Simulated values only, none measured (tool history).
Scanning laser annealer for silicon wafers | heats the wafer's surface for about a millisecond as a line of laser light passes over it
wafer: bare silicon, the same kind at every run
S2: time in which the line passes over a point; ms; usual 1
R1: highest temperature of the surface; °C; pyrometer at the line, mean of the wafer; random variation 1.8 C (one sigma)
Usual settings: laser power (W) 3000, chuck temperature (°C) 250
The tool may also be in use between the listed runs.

{"run": 1, "hour": 0.0, "laser power (W)": 3000, "S2": 1, "chuck temperature (°C)": 250, "R1": 985}
{"run": 2, "hour": 6.4, "laser power (W)": 3000, "S2": 1, "chuck temperature (°C)": 250, "R1": 983}
{"run": 3, "hour": 12.2, "laser power (W)": 3000, "S2": 1, "chuck temperature (°C)": 250, "R1": 984}
{"run": 4, "hour": 21.1, "laser power (W)": 3000, "S2": 1, "chuck temperature (°C)": 250, "R1": 984}
{"run": 5, "hour": 27.2, "laser power (W)": 3000, "S2": 1, "chuck temperature (°C)": 250, "R1": 985}
{"run": 6, "hour": 31.7, "laser power (W)": 3000, "S2": 1, "chuck temperature (°C)": 250, "R1": 983}
{"run": 7, "hour": 39.9, "laser power (W)": 3000, "S2": 0.91, "chuck temperature (°C)": 250, "R1": 950}
{"run": 8, "hour": 45.1, "laser power (W)": 3000, "S2": 1, "chuck temperature (°C)": 288, "R1": 1022}
{"run": 9, "hour": 50.5, "laser power (W)": 3000, "S2": 1, "chuck temperature (°C)": 212, "R1": 945}
{"run": 10, "hour": 59.9, "laser power (W)": 3000, "S2": 1, "chuck temperature (°C)": 212, "R1": 945}
{"run": 11, "hour": 65.3, "laser power (W)": 3000, "S2": 1, "chuck temperature (°C)": 212, "R1": 946}
{"run": 12, "hour": 71.6, "laser power (W)": 3000, "S2": 1, "chuck temperature (°C)": 212, "R1": 944}
{"run": 13, "hour": 80.5, "laser power (W)": 3000, "S2": 1, "chuck temperature (°C)": 212, "R1": 943}
{"run": 14, "hour": 88.6, "laser power (W)": 3000, "S2": 1.08, "chuck temperature (°C)": 212, "R1": 972}
{"run": 15, "hour": 93.7, "laser power (W)": 3000, "S2": 1.08, "chuck temperature (°C)": 212, "R1": 971}
{"run": 16, "hour": 101.8, "laser power (W)": 3053, "S2": 1, "chuck temperature (°C)": 250, "R1": 998}
{"run": 17, "hour": 108.0, "laser power (W)": 3053, "S2": 1, "chuck temperature (°C)": 250, "R1": 994}
{"run": 18, "hour": 114.8, "laser power (W)": 3000, "S2": 0.96, "chuck temperature (°C)": 250, "R1": 962}
{"run": 19, "hour": 125.1, "laser power (W)": 3000, "S2": 1, "chuck temperature (°C)": 231, "R1": 962}
{"run": 20, "hour": 131.8, "laser power (W)": 3000, "S2": 0.74, "chuck temperature (°C)": 250, "R1": 879}
{"run": 21, "hour": 136.3, "laser power (W)": 2990, "S2": 1.04, "chuck temperature (°C)": 254, "R1": 994}
{"run": 22, "hour": 144.9, "laser power (W)": 3078, "S2": 1.15, "chuck temperature (°C)": 260, "R1": 1068}

Forecast run 23:
{"run": 23, "hour": 151.1, "laser power (W)": 3000, "S2": 1, "chuck temperature (°C)": 229, "R1": "?"}

R1: 962 °C
Without the tool's hidden state the same run would have given R1 989 °C.
